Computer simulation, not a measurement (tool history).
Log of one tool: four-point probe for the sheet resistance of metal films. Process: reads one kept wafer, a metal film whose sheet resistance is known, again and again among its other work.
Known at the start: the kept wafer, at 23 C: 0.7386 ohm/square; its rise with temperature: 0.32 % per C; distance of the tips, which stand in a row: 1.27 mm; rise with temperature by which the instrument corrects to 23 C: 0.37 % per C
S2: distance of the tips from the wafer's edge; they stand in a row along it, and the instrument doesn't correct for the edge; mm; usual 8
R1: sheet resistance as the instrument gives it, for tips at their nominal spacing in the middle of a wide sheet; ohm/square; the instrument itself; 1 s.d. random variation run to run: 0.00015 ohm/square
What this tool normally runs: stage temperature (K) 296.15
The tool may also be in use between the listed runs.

{"run": 1, "hour": 0.0, "stage temperature (K)": 296.15, "S2": 8, "R1": 0.748288}
{"run": 2, "hour": 36.9, "stage temperature (K)": 296.15, "S2": 8, "R1": 0.748848}
{"run": 3, "hour": 89.2, "stage temperature (K)": 296.15, "S2": 8, "R1": 0.748927}
{"run": 4, "hour": 134.0, "stage temperature (K)": 296.15, "S2": 8, "R1": 0.748422}
{"hour": 139.1, "done": "new probe head fitted"}
{"run": 5, "hour": 178.1, "stage temperature (K)": 296.15, "S2": 8, "R1": 0.748682}
{"run": 6, "hour": 210.3, "stage temperature (K)": 296.15, "S2": 8, "R1": 0.748709}
{"run": 7, "hour": 250.1, "stage temperature (K)": 296.15, "S2": 8, "R1": 0.748471}
{"run": 8, "hour": 304.4, "stage temperature (K)": 296.15, "S2": 8, "R1": 0.74832}
{"run": 9, "hour": 340.4, "stage temperature (K)": 296.15, "S2": 8, "R1": 0.748638}
{"run": 10, "hour": 389.5, "stage temperature (K)": 294.15, "S2": 8, "R1": 0.749271}
{"run": 11, "hour": 429.0, "stage temperature (K)": 293.15, "S2": 8, "R1": 0.749688}
{"run": 12, "hour": 491.6, "stage temperature (K)": 293.15, "S2": 8, "R1": 0.749511}
{"run": 13, "hour": 526.1, "stage temperature (K)": 293.15, "S2": 8, "R1": 0.749343}
{"run": 14, "hour": 588.6, "stage temperature (K)": 293.15, "S2": 8, "R1": 0.749544}
{"run": 15, "hour": 633.6, "stage temperature (K)": 293.15, "S2": 34, "R1": 0.740393}
{"run": 16, "hour": 664.9, "stage temperature (K)": 293.15, "S2": 34, "R1": 0.740166}
{"run": 17, "hour": 714.4, "stage temperature (K)": 296.15, "S2": 9, "R1": 0.746345}
{"run": 18, "hour": 766.5, "stage temperature (K)": 299.15, "S2": 10, "R1": 0.74397}
{"run": 19, "hour": 798.5, "stage temperature (K)": 305.15, "S2": 5, "R1": 0.760125}
{"run": 20, "hour": 840.1, "stage temperature (K)": 295.15, "S2": 19, "R1": 0.74079}
{"run": 21, "hour": 883.2, "stage temperature (K)": 295.15, "S2": 19, "R1": 0.740757}
{"run": 22, "hour": 908.7, "stage temperature (K)": 295.15, "S2": 3, "R1": 0.803362}
{"run": 23, "hour": 946.8, "stage temperature (K)": 295.15, "S2": 3, "R1": 0.80351}
{"hour": 952.1, "done": "stage's thermometer calibrated"}
{"run": 24, "hour": 992.2, "stage temperature (K)": 297.15, "S2": 12, "R1": 0.742489}
{"run": 25, "hour": 1038.8, "stage temperature (K)": 296.15, "S2": 63, "R1": 0.738815}
{"run": 26, "hour": 1074.9, "stage temperature (K)": 296.15, "S2": 63, "R1": 0.738815}
{"run": 27, "hour": 1133.7, "stage temperature (K)": 306.15, "S2": 61, "R1": 0.735529}
{"run": 28, "hour": 1192.9, "stage temperature (K)": 306.15, "S2": 61, "R1": 0.735243}
{"run": 29, "hour": 1241.0, "stage temperature (K)": 296.15, "S2": 61, "R1": 0.738893}
{"run": 30, "hour": 1303.0, "stage temperature (K)": 296.15, "S2": 61, "R1": 0.73913}
{"run": 31, "hour": 1344.4, "stage temperature (K)": 296.15, "S2": 41, "R1": 0.738919}
{"run": 32, "hour": 1370.7, "stage temperature (K)": 296.15, "S2": 41, "R1": 0.73886}

Each row is a separate what-if for the run after 32, all from the same tool condition, not one after another. Results?
{"run": "A", "hour": 1433.1, "stage temperature (K)": 291.15, "S2": 67, "R1": "?"}
{"run": "B", "hour": 1433.1, "stage temperature (K)": 292.15, "S2": 10, "R1": "?"}
{"run": "C", "hour": 1433.1, "stage temperature (K)": 308.15, "S2": 70, "R1": "?"}
{"run": "D", "hour": 1433.1, "stage temperature (K)": 296.15, "S2": 19, "R1": "?"}
{"run": "E", "hour": 1433.1, "stage temperature (K)": 292.15, "S2": 8, "R1": "?"}

run=A R1=0.740425
run=B R1=0.746563
run=C R1=0.734531
run=D R1=0.740412
run=E R1=0.750153
With no hidden state in the tool, these same runs would have given:
run=A R1=0.740419
run=B R1=0.746557
run=C R1=0.734525
run=D R1=0.740406
run=E R1=0.750147
